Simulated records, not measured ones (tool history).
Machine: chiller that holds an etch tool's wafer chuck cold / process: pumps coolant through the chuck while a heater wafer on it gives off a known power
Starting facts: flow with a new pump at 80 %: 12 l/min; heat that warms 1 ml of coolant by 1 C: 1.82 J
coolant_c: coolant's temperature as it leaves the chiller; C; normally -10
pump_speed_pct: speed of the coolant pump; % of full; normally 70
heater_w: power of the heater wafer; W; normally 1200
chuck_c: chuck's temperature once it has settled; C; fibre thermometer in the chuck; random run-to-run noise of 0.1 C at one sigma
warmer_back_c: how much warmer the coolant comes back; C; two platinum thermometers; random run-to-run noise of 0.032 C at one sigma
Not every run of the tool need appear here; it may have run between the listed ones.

run,hour,coolant_c,pump_speed_pct,heater_w,chuck_c,warmer_back_c
1,0,-10,70,1200,0.9,3.83
2,73.1,-10,70,1200,1.1,3.88
3,149.8,-10,86,1200,-0.4,3.1
4,229.8,-10,86,1200,-0.6,3.12
5,364.8,-10,86,1004,-2,2.6
6,431.8,-10,70,1200,1.1,3.87
7,551.4,-10,70,692,-3.5,2.34
8,662.3,-10,70,692,-3.7,2.31
9,791.8,-10,70,692,-3.8,2.36
10,869.8,-10,70,1614,4.8,5.35
11,933.5,-10,70,1687,5.3,5.55
12,1010.6,-10,70,1200,0.9,4
13,1154.8,-10,70,1200,1,4.08
14,1231.6,-9,70,1200,2,4.07
15,1328.8,-9,70,1200,2.1,4.08
16,1432.1,-12,68,1437,1.5,5.03
17,1533.1,-12,72,1437,0.8,4.73
18,1630.2,-12,72,1437,1,4.73
19,1783.8,-12,72,1437,0.7,4.73

What does the tool deliver on the next run?
20,1942.1,-12,72,1437,?,?

chuck_c: 1 C
warmer_back_c: 4.8 C
Had the tool carried no hidden state, the very same run would have given chuck_c 0.9 C, warmer_back_c 4.47 C.
